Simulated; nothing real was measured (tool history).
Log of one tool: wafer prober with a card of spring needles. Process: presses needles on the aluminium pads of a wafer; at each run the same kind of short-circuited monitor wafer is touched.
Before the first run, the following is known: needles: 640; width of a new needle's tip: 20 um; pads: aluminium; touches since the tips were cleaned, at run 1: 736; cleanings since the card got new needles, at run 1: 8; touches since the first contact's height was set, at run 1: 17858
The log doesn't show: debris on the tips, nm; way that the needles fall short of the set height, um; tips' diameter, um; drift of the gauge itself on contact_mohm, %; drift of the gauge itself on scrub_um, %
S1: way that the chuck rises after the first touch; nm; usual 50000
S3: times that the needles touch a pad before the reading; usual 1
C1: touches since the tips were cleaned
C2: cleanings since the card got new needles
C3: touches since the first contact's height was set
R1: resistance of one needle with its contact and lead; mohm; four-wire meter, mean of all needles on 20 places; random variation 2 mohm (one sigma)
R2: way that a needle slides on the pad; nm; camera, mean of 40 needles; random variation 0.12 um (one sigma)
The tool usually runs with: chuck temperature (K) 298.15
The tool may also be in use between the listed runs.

run 1 hour=0.0 | S1=50000 chuck_temperature_(K)=298.15 S3=1 | C1=736 C2=8 C3=17858 | R1=234 R2=8380
-- hour=4.2 tips cleaned on abrasive film
-- hour=9.9 tips cleaned on abrasive film
run 2 hour=9.9 | S1=50000 chuck_temperature_(K)=324.15 S3=1 | C1=0 C2=10 C3=21206 | R1=231 R2=8480
-- hour=15.7 tips cleaned on abrasive film
run 3 hour=18.8 | S1=50000 chuck_temperature_(K)=298.15 S3=1 | C1=1039 C2=11 C3=24207 | R1=239 R2=8270
-- hour=22.3 tips cleaned on abrasive film
run 4 hour=24.1 | S1=50000 chuck_temperature_(K)=298.15 S3=1 | C1=617 C2=12 C3=26014 | R1=231 R2=8280
-- hour=28.0 tips cleaned on abrasive film
-- hour=30.5 tips cleaned on abrasive film, once more
run 5 hour=31.3 | S1=50000 chuck_temperature_(K)=298.15 S3=1 | C1=276 C2=14 C3=28402 | R1=225 R2=8370
-- hour=36.6 tips cleaned on abrasive film
run 6 hour=39.5 | S1=50000 chuck_temperature_(K)=298.15 S3=1 | C1=989 C2=15 C3=31206 | R1=237 R2=8370
-- hour=42.4 tips cleaned on abrasive film
-- hour=48.6 tips cleaned on abrasive film
run 7 hour=49.9 | S1=50000 chuck_temperature_(K)=298.15 S3=1 | C1=468 C2=17 C3=34712 | R1=234 R2=8090
-- hour=54.7 tips cleaned on abrasive film
run 8 hour=55.4 | S1=50000 chuck_temperature_(K)=298.15 S3=1 | C1=221 C2=18 C3=36560 | R1=227 R2=8220
-- hour=61.0 tips cleaned on abrasive film
-- hour=67.0 tips cleaned on abrasive film
run 9 hour=67.5 | S1=50000 chuck_temperature_(K)=298.15 S3=1 | C1=183 C2=20 C3=40655 | R1=226 R2=8110
-- hour=72.8 tips cleaned on abrasive film
run 10 hour=75.5 | S1=40000 chuck_temperature_(K)=298.15 S3=1 | C1=955 C2=21 C3=43383 | R1=250 R2=6480
-- hour=79.1 tips cleaned on abrasive film
run 11 hour=82.3 | S1=40000 chuck_temperature_(K)=298.15 S3=1 | C1=1133 C2=22 C3=45691 | R1=254 R2=6550
-- hour=85.5 tips cleaned on abrasive film
run 12 hour=90.3 | S1=33000 chuck_temperature_(K)=362.15 S3=1 | C1=1660 C2=23 C3=48391 | R1=303 R2=5380
-- hour=91.5 tips cleaned on abrasive film
-- hour=97.4 tips cleaned on abrasive film
run 13 hour=102.9 | S1=54000 chuck_temperature_(K)=350.15 S3=1 | C1=1876 C2=25 C3=52653 | R1=256 R2=8850
-- hour=103.5 tips cleaned on abrasive film
-- hour=110.2 tips cleaned on abrasive film
run 14 hour=115.4 | S1=54000 chuck_temperature_(K)=338.15 S3=2 | C1=1787 C2=27 C3=56875 | R1=245 R2=8710
-- hour=116.6 tips cleaned on abrasive film
-- hour=122.3 tips cleaned on abrasive film
run 15 hour=126.9 | S1=54000 chuck_temperature_(K)=338.15 S3=2 | C1=1594 C2=29 C3=60782 | R1=249 R2=8660
-- hour=128.5 tips cleaned on abrasive film
-- hour=134.7 tips cleaned on abrasive film
run 16 hour=136.1 | S1=36000 chuck_temperature_(K)=298.15 S3=2 | C1=475 C2=31 C3=63865 | R1=242 R2=5530
-- hour=140.9 tips cleaned on abrasive film
run 17 hour=144.8 | S1=51000 chuck_temperature_(K)=298.15 S3=2 | C1=1354 C2=32 C3=66818 | R1=241 R2=8110
-- hour=146.6 tips cleaned on abrasive film
-- hour=152.7 tips cleaned on abrasive film
run 18 hour=152.9 | S1=46000 chuck_temperature_(K)=298.15 S3=3 | C1=62 C2=34 C3=69539 | R1=223 R2=7400

Some steps in R1, run to run, broken into two amounts with sign: the step expected even without the hidden condition (settings, incoming material, random variation), and the rest, left for the hidden condition together with whatever gauge scatter is not in both the measured and the hidden-condition-free result:
Run 11 -> 12: S1 40000 -> 33000, chuck temperature (K) 298.15 -> 362.15, tips cleaned on abrasive film. R1 +49 mohm: hidden state +27, all else +22.
Run 12 -> 13: S1 33000 -> 54000, chuck temperature (K) 362.15 -> 350.15, tips cleaned on abrasive film, tips cleaned on abrasive film. R1 -47 mohm: hidden state -32, all else -15.
